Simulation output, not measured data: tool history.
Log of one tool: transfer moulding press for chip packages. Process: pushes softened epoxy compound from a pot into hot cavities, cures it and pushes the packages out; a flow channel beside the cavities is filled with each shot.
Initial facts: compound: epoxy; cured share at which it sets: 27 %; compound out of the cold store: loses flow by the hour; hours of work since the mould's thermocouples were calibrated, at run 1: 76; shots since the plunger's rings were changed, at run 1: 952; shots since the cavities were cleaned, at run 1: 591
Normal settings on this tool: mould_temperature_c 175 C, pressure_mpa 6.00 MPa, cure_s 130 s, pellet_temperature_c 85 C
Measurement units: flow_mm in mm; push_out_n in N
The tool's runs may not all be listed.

run   hour  mould_temperature_c  pressure_mpa  cure_s  pellet_temperature_c  hours of work since the mould's thermocouples were calibrated  shots since the plunger's rings were changed  shots since the cavities were cleaned  incoming compound's hours out of the cold store  flow_mm  push_out_n
  1    0.0                  175          6.00     130                    85                                                             76                                           952                                    591                                             32.6      522         356
  2    5.4                  174          6.00     130                    85                                                             79                                          1003                                    642                                              8.6      632         438
  3   10.4                  174          6.00     130                    85                                                             83                                          1051                                    690                                             27.5      547         412
  4   17.6                  175          6.00     130                    85                                                             87                                          1120                                    759                                             36.1      517         384
  5   25.7                  175          6.00     130                    85                                                             93                                          1197                                    836                                             35.3      518         399
  6   34.4                  181          6.00     130                    85                                                             98                                          1280                                    919                                             39.2      486         337
  7   39.6                  181          6.00     130                    85                                                            102                                          1329                                    968                                             41.2      487         316
  8   46.3                  181          6.00     130                    85                                                            106                                          1394                                   1033                                             26.6      530         349
  9   52.8                  181          6.00     130                    85                                                            110                                          1455                                   1094                                             26.0      536         339
      60.1  -- cavities cleaned with cleaning compound and waxed
 10   62.2                  175          6.00     134                    85                                                            116                                          1531                                     20                                             26.5      536         208
 11   69.9                  175          6.00     130                    85                                                            121                                          1605                                     94                                             13.0      590         267
 12   74.4                  175          6.37     130                    85                                                            124                                          1648                                    137                                             32.2      539         271
 13   79.2                  175          6.00     130                    84                                                            127                                          1693                                    182                                             25.9      545         296
 14   86.0                  175          6.00     130                    84                                                            131                                          1759                                    248                                             46.9      469         295
 15   94.5                  175          6.00     130                    84                                                            137                                          1839                                    328                                             18.5      577         331
 16   98.4                  175          6.00     167                    93                                                            139                                          1877                                    366                                             42.1      489         259
 17  106.1                  170          6.99     122                    85                                                            144                                          1951                                    440                                             21.1      619         619
 18  112.6                  170          6.99     122                    85                                                            149                                          2012                                    501                                             40.7      551         590
 19  118.6                  177          6.00     130                    85                                                            153                                          2070                                    559                                             13.9      582         353
 20  126.2                  177          6.00     130                    85                                                            158                                          2142                                    631                                             30.2      515         347
 21  132.7                  177          6.00     130                    85                                                            162                                          2204                                    693                                             25.6      541         361
 22  138.8                  177          6.00     130                    85                                                            166                                          2262                                    751                                             10.0      596         379
 23  146.9                  177          6.00     130                    85                                                            171                                          2340                                    829                                             44.3      471         360
 24  153.8                  177          6.00     130                    85                                                            176                                          2406                                    895                                             32.9      506         383
 25  159.1                  177          6.00     130                    85                                                            179                                          2456                                    945                                             31.9      508         386
 26  163.6                  168          5.75     164                    76                                                            182                                          2499                                    988                                             42.9      486         436
 27  168.1                  168          5.75     164                    76                                                            185                                          2543                                   1032                                             10.8      610         498
 28  172.4                  182          5.16     148                    85                                                            188                                          2584                                   1073                                             38.3      443         325
 29  179.2                  174          5.30     114                    85                                                            192                                          2648                                   1137                                             23.4      515         632

Each run again, without the hidden state but with its own random variation kept:
The tool's hidden condition here consists of: true mould temperature over the reading, C; pressure that reaches the compound, % of what is set; grip of the stained cavities, % over clean ones'; drift of the gauge itself on flow_mm, %; drift of the gauge itself on push_out_n, %.
run  flow_mm  push_out_n
  1      531         192
  2      643         229
  3      557         216
  4      527         197
  5      529         197
  6      498         167
  7      499         153
  8      544         168
  9      550         164
 10      551         189
 11      608         213
 12      556         205
 13      562         211
 14      485         199
 15      597         206
 16      507         163
 17      642         350
 18      573         327
 19      606         194
 20      536         182
 21      564         188
 22      623         195
 23      492         178
 24      530         188
 25      533         189
 26      510         205
 27      641         230
 28      466         157
 29      542         285

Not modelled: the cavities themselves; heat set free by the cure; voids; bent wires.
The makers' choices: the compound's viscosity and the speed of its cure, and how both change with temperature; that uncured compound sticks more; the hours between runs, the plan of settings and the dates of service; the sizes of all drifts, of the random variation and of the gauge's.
